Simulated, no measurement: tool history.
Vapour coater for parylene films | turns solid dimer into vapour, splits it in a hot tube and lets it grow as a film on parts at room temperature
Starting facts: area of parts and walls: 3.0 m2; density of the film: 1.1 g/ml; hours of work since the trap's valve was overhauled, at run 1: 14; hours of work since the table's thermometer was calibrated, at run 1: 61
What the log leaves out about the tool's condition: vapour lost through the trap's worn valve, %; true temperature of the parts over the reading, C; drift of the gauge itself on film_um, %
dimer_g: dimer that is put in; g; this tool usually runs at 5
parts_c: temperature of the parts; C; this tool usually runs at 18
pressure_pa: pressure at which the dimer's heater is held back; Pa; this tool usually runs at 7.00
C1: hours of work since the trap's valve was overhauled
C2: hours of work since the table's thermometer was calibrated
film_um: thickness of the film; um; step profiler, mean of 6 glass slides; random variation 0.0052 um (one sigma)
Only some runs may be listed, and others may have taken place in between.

{"run": 1, "day": 0.0, "dimer_g": 5, "parts_c": 18, "pressure_pa": 7.0, "C1": 14, "C2": 61, "film_um": 0.922}
{"run": 2, "day": 0.729, "dimer_g": 5, "parts_c": 18, "pressure_pa": 6.02, "C1": 21, "C2": 69, "film_um": 0.95}
{"run": 3, "day": 1.746, "dimer_g": 5, "parts_c": 18, "pressure_pa": 6.02, "C1": 31, "C2": 79, "film_um": 0.951}
{"run": 4, "day": 2.542, "dimer_g": 5, "parts_c": 18, "pressure_pa": 7.0, "C1": 39, "C2": 86, "film_um": 0.909}
{"run": 5, "day": 3.188, "dimer_g": 5, "parts_c": 18, "pressure_pa": 7.0, "C1": 45, "C2": 93, "film_um": 0.907}
{"run": 6, "day": 4.525, "dimer_g": 5, "parts_c": 18, "pressure_pa": 7.0, "C1": 58, "C2": 106, "film_um": 0.913}
{"run": 7, "day": 5.3, "dimer_g": 5, "parts_c": 18, "pressure_pa": 7.0, "C1": 66, "C2": 114, "film_um": 0.906}
{"run": 8, "day": 5.962, "dimer_g": 5, "parts_c": 18, "pressure_pa": 7.0, "C1": 72, "C2": 120, "film_um": 0.894}
{"run": 9, "day": 6.888, "dimer_g": 5, "parts_c": 18, "pressure_pa": 7.0, "C1": 81, "C2": 129, "film_um": 0.908}
{"run": 10, "day": 8.212, "dimer_g": 5, "parts_c": 24, "pressure_pa": 7.0, "C1": 95, "C2": 142, "film_um": 0.724}
{"run": 11, "day": 9.504, "dimer_g": 5, "parts_c": 24, "pressure_pa": 7.0, "C1": 107, "C2": 155, "film_um": 0.71}
{"run": 12, "day": 10.483, "dimer_g": 5, "parts_c": 24, "pressure_pa": 7.0, "C1": 117, "C2": 165, "film_um": 0.714}
{"run": 13, "day": 11.346, "dimer_g": 5, "parts_c": 18, "pressure_pa": 7.0, "C1": 125, "C2": 173, "film_um": 0.897}
{"run": 14, "day": 12.688, "dimer_g": 5, "parts_c": 18, "pressure_pa": 7.0, "C1": 139, "C2": 186, "film_um": 0.892}
{"run": 15, "day": 13.854, "dimer_g": 5, "parts_c": 18, "pressure_pa": 7.0, "C1": 150, "C2": 198, "film_um": 0.892}
{"run": 16, "day": 14.525, "dimer_g": 5, "parts_c": 18, "pressure_pa": 7.0, "C1": 157, "C2": 204, "film_um": 0.884}

Estimate the outcome of run 17 from the log above:
{"run": 17, "day": 15.679, "dimer_g": 5, "parts_c": 18, "pressure_pa": 7.0, "C1": 168, "C2": 216, "film_um": "?"}

film_um: 0.882 um
If the tool had no hidden condition, the same run with the same run-to-run variation would have returned film_um 0.930 um.
